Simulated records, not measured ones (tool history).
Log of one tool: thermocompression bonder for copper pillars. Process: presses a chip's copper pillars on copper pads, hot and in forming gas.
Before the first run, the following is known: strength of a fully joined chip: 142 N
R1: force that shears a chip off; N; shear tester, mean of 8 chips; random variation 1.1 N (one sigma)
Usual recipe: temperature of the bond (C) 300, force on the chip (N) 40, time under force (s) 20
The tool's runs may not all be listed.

Run 1, hour 0.0: usual settings. Result: R1 99.5 N.
Run 2, hour 19.9: usual settings. Result: R1 98.6 N.
Run 3, hour 36.0: usual settings. Result: R1 99.2 N.
Run 4, hour 50.7: usual settings. Result: R1 99.2 N.
Run 5, hour 70.4: usual settings. Result: R1 99.1 N.
Run 6, hour 88.7: usual settings. Result: R1 100.2 N.
At hour 108.4: forming gas filter changed.
Run 7, hour 112.8: usual settings. Result: R1 100.3 N.
Run 8, hour 133.2: usual settings. Result: R1 97.9 N.
Run 9, hour 160.7: usual settings but temperature of the bond (C) 295, force on the chip (N) 49. Result: R1 106.7 N.
Run 10, hour 178.3: usual settings but temperature of the bond (C) 296, force on the chip (N) 27. Result: R1 79.5 N.
Run 11, hour 207.0: usual settings but temperature of the bond (C) 296, force on the chip (N) 27. Result: R1 80.5 N.
Run 12, hour 236.2: usual settings but temperature of the bond (C) 296, force on the chip (N) 27. Result: R1 80.0 N.
Run 13, hour 261.8: usual settings but temperature of the bond (C) 296, force on the chip (N) 27. Result: R1 78.4 N.
Run 14, hour 279.8: usual settings but temperature of the bond (C) 327, force on the chip (N) 35. Result: R1 111.0 N.
Run 15, hour 300.5: usual settings but force on the chip (N) 46, time under force (s) 22. Result: R1 108.0 N.
Run 16, hour 325.4: usual settings but force on the chip (N) 46, time under force (s) 22. Result: R1 107.9 N.

Forecast each of these 4 alternatives for the next run:
Run A, hour 340.8: usual settings but temperature of the bond (C) 321, time under force (s) 50. Result: R1 ?.
Run B, hour 340.8: usual settings but temperature of the bond (C) 287, force on the chip (N) 46, time under force (s) 22. Result: R1 ?.
Run C, hour 340.8: usual settings but temperature of the bond (C) 291, force on the chip (N) 46, time under force (s) 34. Result: R1 ?.
Run D, hour 340.8: usual settings but force on the chip (N) 48, time under force (s) 30. Result: R1 ?.

run     R1
  A  128.8
  B  101.9
  C  115.3
  D  116.8
Without the tool's hidden state the same runs would have given:
run     R1
  A  128.9
  B  102.0
  C  115.4
  D  116.9
